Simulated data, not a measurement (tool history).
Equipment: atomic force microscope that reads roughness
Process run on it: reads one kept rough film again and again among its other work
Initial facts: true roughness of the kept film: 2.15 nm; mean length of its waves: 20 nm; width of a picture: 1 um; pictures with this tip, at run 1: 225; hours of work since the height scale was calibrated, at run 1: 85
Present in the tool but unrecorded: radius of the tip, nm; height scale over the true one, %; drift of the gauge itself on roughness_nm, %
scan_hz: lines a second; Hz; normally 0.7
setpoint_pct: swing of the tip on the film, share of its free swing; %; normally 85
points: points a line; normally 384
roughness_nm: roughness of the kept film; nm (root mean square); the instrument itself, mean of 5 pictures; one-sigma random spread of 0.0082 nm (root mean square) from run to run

run	hour	scan_hz	setpoint_pct	points	pictures with this tip	hours of work since the height scale was calibrated	roughness_nm
1	0	0.7	85	384	225	85	1.232
# hour 13.9: new tip fitted
2	17.2	0.7	85	444	8	98	1.753
3	36.9	0.7	85	384	60	113	1.578
4	56.5	0.7	85	384	112	128	1.45
5	80.7	0.7	85	384	176	147	1.315
6	107.9	2.475	85	384	248	168	1.106
# hour 113.1: new tip fitted
7	128.1	2.475	85	384	40	183	1.543
8	157.4	2.475	85	384	117	206	1.364
9	191.2	2.475	85	384	206	232	1.201
10	206.6	0.7	85	384	247	244	1.208
# hour 211.8: new tip fitted
11	221.3	0.7	85	384	25	255	1.709
12	245.6	0.7	85	384	90	274	1.523
13	272.4	0.7	85	384	160	295	1.372
14	295.5	0.7	66	384	222	313	1.284
# hour 310.2: new tip fitted
15	311.9	3.023	65	384	4	325	1.761
16	336.8	3.023	65	384	70	344	1.549
17	360.5	3.791	87	280	133	363	1.209
18	384.7	0.697	69	280	197	381	1.286
# hour 408.6: new tip fitted
19	415.7	3.427	61	384	18	405	1.701
20	437.9	3.427	61	384	77	422	1.522
21	464.4	2.517	70	546	147	443	1.354
22	496.1	0.7	58	384	230	467	1.234
# hour 508.4: new tip fitted
23	512.7	0.67	85	864	11	480	1.779
24	526.9	0.67	90	521	49	491	1.627
25	552.1	0.67	90	521	115	510	1.461
26	581.4	0.67	90	521	192	533	1.297
27	599.8	3.07	73	384	241	547	1.139
# hour 606.4: new tip fitted
28	631.1	1.397	79	291	65	571	1.56

Consider 3 possible next runs. They are alternatives, not a sequence: every one starts from the tool as it was left by run 28. What does each give?
A	655	1.372	85	873	128	590	?
B	655	0.822	85	384	128	590	?
C	655	0.883	76	542	128	590	?

run	roughness_nm
A	1.425
B	1.439
C	1.472
Had the tool no hidden state, the same runs would have come out as:
run	roughness_nm
A	1.766
B	1.784
C	1.823
